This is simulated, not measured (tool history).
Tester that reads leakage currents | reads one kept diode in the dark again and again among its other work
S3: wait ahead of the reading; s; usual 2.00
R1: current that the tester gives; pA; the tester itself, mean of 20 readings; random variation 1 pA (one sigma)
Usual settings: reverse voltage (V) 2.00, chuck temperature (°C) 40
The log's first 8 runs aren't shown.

run 9 day=14.483 | reverse_voltage_(V)=19.61 chuck_temperature_(°C)=40 S3=2.00 | R1=1065.54
run 10 day=17.108 | reverse_voltage_(V)=19.61 chuck_temperature_(°C)=40 S3=2.00 | R1=1053.97
run 11 day=19.425 | reverse_voltage_(V)=19.61 chuck_temperature_(°C)=40 S3=2.00 | R1=1056.76
run 12 day=21.271 | reverse_voltage_(V)=19.61 chuck_temperature_(°C)=40 S3=2.00 | R1=1058.85
run 13 day=23.221 | reverse_voltage_(V)=19.61 chuck_temperature_(°C)=40 S3=2.00 | R1=1054.11
-- day=25.342 chuck's temperature calibrated
run 14 day=25.533 | reverse_voltage_(V)=19.61 chuck_temperature_(°C)=40 S3=2.00 | R1=1155.10
run 15 day=28.104 | reverse_voltage_(V)=2.00 chuck_temperature_(°C)=40 S3=3.34 | R1=344.95
run 16 day=29.550 | reverse_voltage_(V)=2.00 chuck_temperature_(°C)=40 S3=2.00 | R1=346.85
run 17 day=31.538 | reverse_voltage_(V)=2.00 chuck_temperature_(°C)=37 S3=2.00 | R1=281.16
run 18 day=32.762 | reverse_voltage_(V)=2.00 chuck_temperature_(°C)=37 S3=2.00 | R1=280.27
run 19 day=33.896 | reverse_voltage_(V)=2.00 chuck_temperature_(°C)=36 S3=2.00 | R1=261.53
run 20 day=35.192 | reverse_voltage_(V)=2.00 chuck_temperature_(°C)=36 S3=2.00 | R1=260.94
run 21 day=36.450 | reverse_voltage_(V)=1.74 chuck_temperature_(°C)=40 S3=9.15 | R1=320.19
run 22 day=38.292 | reverse_voltage_(V)=9.53 chuck_temperature_(°C)=40 S3=5.94 | R1=782.69
-- day=38.662 probe card cleaned and baked
run 23 day=40.912 | reverse_voltage_(V)=10.71 chuck_temperature_(°C)=40 S3=2.88 | R1=842.35
run 24 day=42.029 | reverse_voltage_(V)=3.41 chuck_temperature_(°C)=22 S3=3.99 | R1=128.83
run 25 day=43.496 | reverse_voltage_(V)=3.41 chuck_temperature_(°C)=22 S3=3.99 | R1=128.55
run 26 day=44.775 | reverse_voltage_(V)=3.41 chuck_temperature_(°C)=22 S3=3.99 | R1=128.13
run 27 day=46.733 | reverse_voltage_(V)=1.63 chuck_temperature_(°C)=48 S3=2.00 | R1=528.55
-- day=47.588 probe card cleaned and baked, once more
run 28 day=48.279 | reverse_voltage_(V)=17.02 chuck_temperature_(°C)=40 S3=2.00 | R1=1042.89
run 29 day=50.479 | reverse_voltage_(V)=17.02 chuck_temperature_(°C)=40 S3=2.00 | R1=1044.87
run 30 day=51.675 | reverse_voltage_(V)=2.00 chuck_temperature_(°C)=29 S3=0.30 | R1=156.92
run 31 day=54.204 | reverse_voltage_(V)=1.40 chuck_temperature_(°C)=49 S3=0.30 | R1=518.31
run 32 day=55.621 | reverse_voltage_(V)=5.30 chuck_temperature_(°C)=25 S3=8.53 | R1=191.89

Forecast run 33:
run 33 day=57.450 | reverse_voltage_(V)=5.30 chuck_temperature_(°C)=25 S3=8.53 | R1=?

Run 33 gave R1 191.91 pA.
Without the tool's hidden state the same run would have given R1 191.82 pA.
